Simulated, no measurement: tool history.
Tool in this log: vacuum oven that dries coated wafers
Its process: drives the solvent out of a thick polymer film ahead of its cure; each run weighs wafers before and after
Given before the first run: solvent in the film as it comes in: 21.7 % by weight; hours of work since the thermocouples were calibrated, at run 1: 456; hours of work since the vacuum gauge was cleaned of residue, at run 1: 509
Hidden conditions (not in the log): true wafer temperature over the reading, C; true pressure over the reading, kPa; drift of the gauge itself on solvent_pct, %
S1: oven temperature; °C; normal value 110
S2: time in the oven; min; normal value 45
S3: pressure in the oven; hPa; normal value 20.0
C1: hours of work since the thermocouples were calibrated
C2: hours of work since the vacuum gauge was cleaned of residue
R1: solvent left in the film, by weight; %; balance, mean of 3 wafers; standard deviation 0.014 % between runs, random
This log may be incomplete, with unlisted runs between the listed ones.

run 1 hour=0.0 | S1=110 S2=45 S3=20.0 | C1=456 C2=509 | R1=1.56
run 2 hour=74.6 | S1=110 S2=25 S3=20.0 | C1=489 C2=542 | R1=3.54
run 3 hour=120.6 | S1=110 S2=25 S3=20.0 | C1=509 C2=562 | R1=3.55
run 4 hour=224.9 | S1=110 S2=25 S3=20.0 | C1=555 C2=608 | R1=3.54
run 5 hour=295.7 | S1=110 S2=45 S3=32.6 | C1=586 C2=640 | R1=2.13
run 6 hour=357.3 | S1=110 S2=45 S3=20.0 | C1=614 C2=667 | R1=1.56
run 7 hour=449.9 | S1=110 S2=45 S3=20.0 | C1=655 C2=708 | R1=1.55
run 8 hour=544.6 | S1=110 S2=45 S3=23.5 | C1=697 C2=750 | R1=1.72
run 9 hour=631.8 | S1=110 S2=45 S3=23.5 | C1=735 C2=788 | R1=1.71
run 10 hour=713.9 | S1=110 S2=45 S3=59.6 | C1=772 C2=825 | R1=3.32
-- hour=720.8 vacuum gauge cleaned of residue and calibrated
-- hour=768.2 oven's thermocouples calibrated
run 11 hour=789.1 | S1=110 S2=45 S3=59.6 | C1=9 C2=29 | R1=3.68
run 12 hour=843.4 | S1=110 S2=45 S3=59.6 | C1=33 C2=53 | R1=3.68
run 13 hour=936.3 | S1=110 S2=45 S3=59.6 | C1=74 C2=95 | R1=3.66
-- hour=966.5 vacuum gauge cleaned of residue and calibrated, once more
run 14 hour=1029.3 | S1=110 S2=45 S3=59.6 | C1=115 C2=28 | R1=3.48
run 15 hour=1116.7 | S1=110 S2=51 S3=59.6 | C1=154 C2=67 | R1=3.29
run 16 hour=1173.2 | S1=113 S2=45 S3=20.0 | C1=179 C2=91 | R1=1.31
run 17 hour=1252.5 | S1=113 S2=45 S3=20.0 | C1=214 C2=127 | R1=1.32
run 18 hour=1335.6 | S1=103 S2=53 S3=20.0 | C1=250 C2=163 | R1=2.21
run 19 hour=1386.3 | S1=107 S2=60 S3=67.9 | C1=273 C2=186 | R1=3.99
run 20 hour=1453.8 | S1=101 S2=77 S3=77.8 | C1=303 C2=216 | R1=5.48
run 21 hour=1507.1 | S1=101 S2=77 S3=77.8 | C1=326 C2=239 | R1=5.49
run 22 hour=1563.2 | S1=104 S2=77 S3=12.9 | C1=351 C2=264 | R1=1.05
run 23 hour=1634.2 | S1=104 S2=65 S3=28.5 | C1=383 C2=296 | R1=2.15
run 24 hour=1696.0 | S1=110 S2=64 S3=75.0 | C1=410 C2=323 | R1=3.77
run 25 hour=1762.5 | S1=98 S2=57 S3=51.4 | C1=439 C2=352 | R1=5.05
run 26 hour=1851.6 | S1=110 S2=53 S3=20.0 | C1=479 C2=392 | R1=1.36
run 27 hour=1896.3 | S1=118 S2=35 S3=11.6 | C1=499 C2=412 | R1=0.99
run 28 hour=2003.9 | S1=109 S2=35 S3=33.2 | C1=546 C2=459 | R1=3.10
run 29 hour=2077.9 | S1=102 S2=28 S3=49.8 | C1=579 C2=492 | R1=6.68
run 30 hour=2126.3 | S1=121 S2=25 S3=48.0 | C1=600 C2=513 | R1=2.60
run 31 hour=2204.8 | S1=121 S2=25 S3=48.0 | C1=635 C2=548 | R1=2.58
run 32 hour=2306.9 | S1=121 S2=25 S3=48.0 | C1=680 C2=593 | R1=2.58
run 33 hour=2366.3 | S1=121 S2=25 S3=48.0 | C1=707 C2=620 | R1=2.58

Consider 4 possible next runs. They are alternatives, not a sequence: every one starts from the tool as it was left by run 33. What does each give?
run A hour=2423.7 | S1=112 S2=48 S3=17.3 | C1=732 C2=645 | R1=?
run B hour=2423.7 | S1=110 S2=31 S3=20.0 | C1=732 C2=645 | R1=?
run C hour=2423.7 | S1=110 S2=55 S3=20.0 | C1=732 C2=645 | R1=?
run D hour=2423.7 | S1=121 S2=57 S3=48.3 | C1=732 C2=645 | R1=?

run=A R1=1.22
run=B R1=2.73
run=C R1=1.32
run=D R1=1.67
Without the tool's hidden state the same runs would have given:
run=A R1=1.18
run=B R1=2.74
run=C R1=1.27
run=D R1=1.64
